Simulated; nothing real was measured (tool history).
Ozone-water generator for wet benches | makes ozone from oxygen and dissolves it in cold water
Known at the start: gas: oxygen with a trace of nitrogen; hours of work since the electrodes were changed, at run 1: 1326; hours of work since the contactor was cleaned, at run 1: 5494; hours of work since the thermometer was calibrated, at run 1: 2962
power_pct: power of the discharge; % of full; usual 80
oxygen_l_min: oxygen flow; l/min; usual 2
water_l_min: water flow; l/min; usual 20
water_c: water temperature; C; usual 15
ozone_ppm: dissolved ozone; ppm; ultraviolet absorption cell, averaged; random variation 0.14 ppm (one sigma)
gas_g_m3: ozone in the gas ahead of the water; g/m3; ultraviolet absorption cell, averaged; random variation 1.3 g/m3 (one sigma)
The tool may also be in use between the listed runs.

run,hour,power_pct,oxygen_l_min,water_l_min,water_c,hours of work since the electrodes were changed,hours of work since the contactor was cleaned,hours of work since the thermometer was calibrated,ozone_ppm,gas_g_m3
1,0,80,2,20,15,1326,5494,2962,14.6,238.1
2,101,80,2,20,15,1408,5576,3045,14.5,235.5
3,219.7,80,1.19,20,15,1505,5673,3142,13.2,331.1
4,353.4,80,2,20,15,1615,5783,3251,14.5,235.8
5,525.2,80,2,20,15,1755,5923,3392,14.4,235.1
6,655,92,2,20,15,1861,6030,3498,15.6,258.4
# hour 751: water thermometer calibrated
7,781.4,80,2,20,15,1964,6132,25,13.9,233.4
8,916.8,80,2,20,15,2075,6243,136,13.8,229.9
9,988.3,80,2,15,15,2134,6302,194,18.2,231.1
10,1155.9,80,2,16,15,2271,6439,331,16.9,231.5
11,1236,80,2,16,15,2336,6504,397,17,229.8
12,1383,80,2,16,15,2456,6624,517,16.9,230.9
13,1501.8,64,2,16,15,2554,6722,614,14.4,196.6
14,1596.8,64,2,16,15,2631,6799,692,14.5,197
15,1678.6,64,2,16,15,2698,6866,759,14.3,196.8
16,1849.8,80,2,20,13,2838,7006,899,13.7,227.8
# hour 1865.2: contactor cleaned
17,1954.7,80,1.55,24,10,2921,73,981,11,264
18,2110.6,80,1.55,24,10,3048,201,1109,11,266.2
19,2215.9,43,3.13,28,10,3134,287,1195,7,110.8
20,2365.2,43,3.13,28,10,3256,409,1317,6.7,111.1
21,2530.8,63,1.9,19,14,3392,544,1452,11.6,197.5
# hour 2656.2: contactor cleaned, once more
22,2662,87,2.94,26,14,3496,5,1556,12.5,181.6
23,2740.3,80,2,18,15,3560,69,1620,15.6,222.6
24,2863,100,2,27,12,3660,169,1721,12.4,254.4
25,3001.2,61,2,14,15,3773,282,1834,16,185.7
26,3097.7,99,2.26,20,15,3852,361,1913,16.3,232
27,3261.6,99,2.86,20,16,3986,495,2047,16.3,197.1
28,3350.9,99,2.86,20,16,4059,568,2120,16.4,195.9
29,3470.8,99,2.86,20,16,4157,666,2218,16.3,195.8
30,3588.9,80,2,19,15,4254,763,2314,14.6,217.3
31,3746.9,74,3.49,23,15,4383,892,2444,12.3,143.6
32,3871.5,74,3.49,23,15,4485,994,2545,12.1,142.1

4 ways to go on from here, each from the tool as it stands after run 32. What would each give?
A,3993.9,74,3.49,16,15,4585,1094,2646,?,?
B,3993.9,98,2,20,15,4585,1094,2646,?,?
C,3993.9,76,2,20,7,4585,1094,2646,?,?
D,3993.9,56,3.49,23,11,4585,1094,2646,?,?

run,ozone_ppm,gas_g_m3
A,15.8,141.9
B,15.5,241.3
C,13.7,206.1
D,10.5,118.8
Without the tool's hidden state the same runs would have given:
run,ozone_ppm,gas_g_m3
A,18.5,163.3
B,18.5,285
C,16,237.9
D,12,133.4
